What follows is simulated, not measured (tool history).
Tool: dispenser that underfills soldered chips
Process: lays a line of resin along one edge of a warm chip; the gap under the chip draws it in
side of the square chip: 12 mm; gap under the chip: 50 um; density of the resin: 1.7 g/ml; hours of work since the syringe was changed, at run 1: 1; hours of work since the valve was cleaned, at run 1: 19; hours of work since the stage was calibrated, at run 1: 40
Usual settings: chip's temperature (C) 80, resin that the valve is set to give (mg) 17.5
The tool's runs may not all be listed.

| run | day | chip's temperature (C) | resin that the valve is set to give (mg) | hours of work since the syringe was changed | hours of work since the valve was cleaned | hours of work since the stage was calibrated | time until the resin shows at the far edge (s) | resin that the valve gave (mg) |
|---|---|---|---|---|---|---|---|---|
| 1 | 0.000 | 80 | 17.5 | 1 | 19 | 40 | 140.0 | 17.26 |
|  | 0.283 | new syringe of resin |
|  | 0.596 | new syringe of resin |
| 2 | 0.596 | 80 | 17.5 | 0 | 30 | 51 | 128.6 | 17.16 |
|  | 0.929 | new syringe of resin |
|  | 1.279 | new syringe of resin |
| 3 | 1.325 | 80 | 17.5 | 1 | 43 | 65 | 139.6 | 17.00 |
|  | 1.633 | new syringe of resin |
| 4 | 1.846 | 80 | 17.5 | 4 | 53 | 75 | 183.4 | 16.91 |
|  | 1.992 | new syringe of resin |
| 5 | 2.217 | 80 | 17.5 | 4 | 60 | 81 | 186.9 | 16.81 |
|  | 2.325 | new syringe of resin |
|  | 2.604 | dispensing valve cleaned and set on the balance |
|  | 2.675 | new syringe of resin |
| 6 | 2.696 | 90 | 17.5 | 0 | 2 | 89 | 89.1 | 17.47 |
|  | 3.004 | new syringe of resin |
| 7 | 3.050 | 80 | 16.9 | 1 | 8 | 96 | 141.6 | 16.88 |
|  | 3.333 | new syringe of resin |
| 8 | 3.379 | 80 | 16.9 | 1 | 14 | 102 | 140.2 | 16.76 |
|  | 3.683 | new syringe of resin |
| 9 | 3.788 | 80 | 16.9 | 2 | 22 | 109 | 151.3 | 16.63 |
|  | 4.038 | new syringe of resin |
| 10 | 4.221 | 80 | 16.9 | 3 | 30 | 117 | 171.6 | 16.54 |
|  | 4.350 | new syringe of resin |
|  | 4.679 | new syringe of resin |
| 11 | 4.808 | 80 | 18.1 | 2 | 40 | 128 | 155.4 | 17.61 |
|  | 5.054 | new syringe of resin |
| 12 | 5.212 | 80 | 18.1 | 3 | 48 | 136 | 162.3 | 17.51 |
|  | 5.367 | new syringe of resin |
|  | 5.688 | new syringe of resin |
| 13 | 5.958 | 80 | 18.1 | 5 | 62 | 149 | 192.6 | 17.38 |
|  | 6.033 | new syringe of resin |
|  | 6.208 | dispensing valve cleaned and set on the balance |
|  | 6.400 | new syringe of resin |
|  | 6.738 | new syringe of resin |
| 14 | 6.746 | 80 | 18.1 | 0 | 10 | 163 | 126.4 | 17.94 |
|  | 7.075 | new syringe of resin |
|  | 7.404 | new syringe of resin |
| 15 | 7.425 | 80 | 18.1 | 0 | 22 | 175 | 131.6 | 17.80 |
|  | 7.725 | new syringe of resin |
|  | 8.075 | new syringe of resin |
| 16 | 8.104 | 80 | 16.1 | 1 | 35 | 188 | 137.3 | 15.68 |
|  | 8.396 | new syringe of resin |
|  | 8.712 | new syringe of resin |
| 17 | 8.792 | 80 | 17.5 | 2 | 47 | 200 | 144.0 | 16.84 |
|  | 9.062 | new syringe of resin |
| 18 | 9.308 | 80 | 21.0 | 5 | 57 | 210 | 184.3 | 20.09 |
|  | 9.392 | new syringe of resin |
| 19 | 9.638 | 80 | 21.0 | 5 | 63 | 216 | 185.0 | 19.98 |
|  | 9.717 | new syringe of resin |
|  | 9.817 | dispensing valve cleaned and set on the balance |
| 20 | 10.025 | 84 | 15.2 | 5 | 4 | 222 | 169.0 | 15.24 |
|  | 10.100 | new syringe of resin |
| 21 | 10.342 | 66 | 17.2 | 5 | 10 | 228 | 320.8 | 17.17 |
|  | 10.462 | new syringe of resin |
|  | 10.812 | new syringe of resin |
| 22 | 11.062 | 73 | 15.9 | 5 | 23 | 242 | 241.7 | 15.67 |

The next listed run, before its measurement:
|  | 11.158 | new syringe of resin |
|  | 11.512 | new syringe of resin |
| 23 | 11.588 | 80 | 15.5 | 1 | 33 | 251 | ? | ? |

{"run 23": {"time until the resin shows at the far edge (s)": 141.8, "resin that the valve gave (mg)": 15.2}}
Without the tool's hidden state the same run would have given time until the resin shows at the far edge (s) 132.8, resin that the valve gave (mg) 15.52.

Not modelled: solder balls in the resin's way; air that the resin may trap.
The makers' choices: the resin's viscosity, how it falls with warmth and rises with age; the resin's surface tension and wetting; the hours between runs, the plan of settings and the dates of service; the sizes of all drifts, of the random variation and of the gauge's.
